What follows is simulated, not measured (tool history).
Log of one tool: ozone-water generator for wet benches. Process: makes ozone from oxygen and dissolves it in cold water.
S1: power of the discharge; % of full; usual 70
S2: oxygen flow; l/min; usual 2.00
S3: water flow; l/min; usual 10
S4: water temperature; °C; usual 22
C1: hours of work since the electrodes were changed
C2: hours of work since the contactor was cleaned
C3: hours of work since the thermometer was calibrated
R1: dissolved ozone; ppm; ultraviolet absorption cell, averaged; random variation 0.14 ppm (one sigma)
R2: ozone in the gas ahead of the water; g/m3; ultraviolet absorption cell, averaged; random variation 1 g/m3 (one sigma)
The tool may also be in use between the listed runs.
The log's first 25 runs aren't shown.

run,day,S1,S2,S3,S4,C1,C2,C3,R1,R2
26,100.912,70,1.13,7,19,4023,3819,683,21.7,239.8
27,104.638,70,1.13,7,19,4095,3891,755,21.7,241.5
28,107.288,70,1.40,7,19,4146,3942,806,22.5,216.2
29,111.783,43,2.00,10,22,4233,4029,893,12.2,132.7
# day 114.983: contactor cleaned
30,115.275,70,1.17,10,22,4297,6,957,15.6,234.0
31,118.908,70,1.17,10,22,4368,76,1027,15.3,233.6
32,122.175,70,1.17,10,22,4431,139,1090,15.6,234.7
33,125.183,70,1.17,10,22,4489,197,1148,15.6,233.0

Forecast each of these 3 alternatives for the next run:
A,129.083,70,2.00,7,22,4564,272,1224,?,?
B,129.083,70,1.92,10,22,4564,272,1224,?,?
C,129.083,97,3.08,15,22,4564,272,1224,?,?

run,R1,R2
A,21.5,179.1
B,16.5,182.6
C,15.5,176.0
Without the tool's hidden state the same runs would have given:
run,R1,R2
A,21.6,183.1
B,16.6,186.7
C,15.6,180.0

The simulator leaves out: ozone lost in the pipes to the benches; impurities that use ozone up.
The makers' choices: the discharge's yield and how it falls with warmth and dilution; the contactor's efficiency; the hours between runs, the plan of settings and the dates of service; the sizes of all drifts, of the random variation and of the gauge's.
